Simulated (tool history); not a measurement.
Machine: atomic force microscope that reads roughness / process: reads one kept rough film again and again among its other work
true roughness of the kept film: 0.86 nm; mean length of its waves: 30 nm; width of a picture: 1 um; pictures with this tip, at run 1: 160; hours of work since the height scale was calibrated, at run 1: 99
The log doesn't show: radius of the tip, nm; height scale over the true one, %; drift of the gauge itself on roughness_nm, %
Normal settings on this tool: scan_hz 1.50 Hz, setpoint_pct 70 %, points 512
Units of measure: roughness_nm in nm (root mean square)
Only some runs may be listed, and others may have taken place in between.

run    hour  scan_hz  setpoint_pct  points  pictures with this tip  hours of work since the height scale was calibrated  roughness_nm
  1     0.0     1.50            70     512                     160                                                   99         0.751
       27.5  -- new tip fitted
  2    37.1     1.50            70     512                      12                                                  116         0.757
  3    79.2     1.50            70     512                      63                                                  136         0.744
  4   130.9     1.50            70     512                     126                                                  161         0.742
      184.0  -- new tip fitted
  5   190.4     1.50            70     512                       8                                                  189         0.752
  6   221.6     1.50            77     512                      46                                                  204         0.720
  7   248.7     1.50            77     512                      79                                                  217         0.728
  8   275.8     1.50            77     512                     112                                                  230         0.714
  9   332.7     1.50            77     512                     181                                                  257         0.716
      341.7  -- new tip fitted
 10   391.5     2.23            70     512                      60                                                  285         0.719
 11   439.9     2.23            70     512                     119                                                  308         0.717
      500.8  -- new tip fitted
 12   501.2     1.50            70     512                       0                                                  337         0.747
 13   531.7     1.50            70     512                      37                                                  351         0.753
 14   564.8     1.50            75     512                      78                                                  367         0.732
 15   620.7     1.50            75     512                     146                                                  394         0.730
      661.9  -- new tip fitted
 16   678.4     1.50            83     512                      21                                                  421         0.691
 17   734.0     1.50            55     425                      88                                                  447         0.790
 18   788.5     1.84            70     512                     155                                                  473         0.726
      818.9  -- new tip fitted
 19   834.3     4.00            60     920                      19                                                  495         0.712
 20   892.0     4.00            70     920                      89                                                  522         0.653
 21   934.7     1.38            87     271                     141                                                  543         0.666
 22   963.0     1.38            87     271                     176                                                  556         0.668
      976.4  -- new tip fitted
 23  1005.0     0.85            87     387                      35                                                  576         0.725
 24  1038.9     1.50            62     512                      77                                                  592         0.781
 25  1076.3     3.40            70    1023                     122                                                  610         0.666
     1132.1  -- new tip fitted
 26  1132.1     1.92            55    1023                       0                                                  636         0.786
 27  1166.2     1.92            55    1023                      41                                                  652         0.782

Alternative continuations, all from the tool just after run 27; predict every row:
  A  1194.2     1.92            84    1000                      75                                                  666             ?
  B  1194.2     1.50            70     927                      75                                                  666             ?
  C  1194.2     1.92            76    1023                      75                                                  666             ?

run  roughness_nm
  A         0.650
  B         0.753
  C         0.707
With the hidden condition removed and each run's random variation left untouched, the same runs would have given:
run  roughness_nm
  A         0.651
  B         0.754
  C         0.708
